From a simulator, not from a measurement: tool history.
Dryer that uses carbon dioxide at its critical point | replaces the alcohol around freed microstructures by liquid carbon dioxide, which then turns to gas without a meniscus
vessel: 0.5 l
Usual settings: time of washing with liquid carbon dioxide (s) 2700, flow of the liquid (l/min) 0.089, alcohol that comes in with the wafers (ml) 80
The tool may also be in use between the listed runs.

run	hour	time of washing with liquid carbon dioxide (s)	flow of the liquid (l/min)	alcohol that comes in with the wafers (ml)	alcohol left in the vessel before it's heated (ppm by volume)
1	0	2700	0.089	80	560
2	18.7	2700	0.089	97	708
3	47.3	2700	0.089	97	729
4	88	2700	0.089	97	755
5	120.4	2700	0.089	80	649
6	154	2700	0.089	80	665
7	178.5	2700	0.089	80	693
8	211.7	2700	0.1422	80	51
9	252.2	2700	0.1422	80	57
10	271.9	2700	0.1422	80	62
11	303.8	2700	0.1422	80	56
12	335.8	2220	0.1422	28	77
13	372.9	3660	0.1484	80	27
14	401.6	3960	0.1509	84	29
15	440.5	3960	0.0887	84	108
16	474.3	1920	0.0539	70	14824
17	496.9	1980	0.089	27	1312

Forecast run 18:
18	529.9	1980	0.089	27	?

alcohol left in the vessel before it's heated (ppm by volume): 1335
Without the tool's hidden state the same run would have given alcohol left in the vessel before it's heated (ppm by volume) 827.

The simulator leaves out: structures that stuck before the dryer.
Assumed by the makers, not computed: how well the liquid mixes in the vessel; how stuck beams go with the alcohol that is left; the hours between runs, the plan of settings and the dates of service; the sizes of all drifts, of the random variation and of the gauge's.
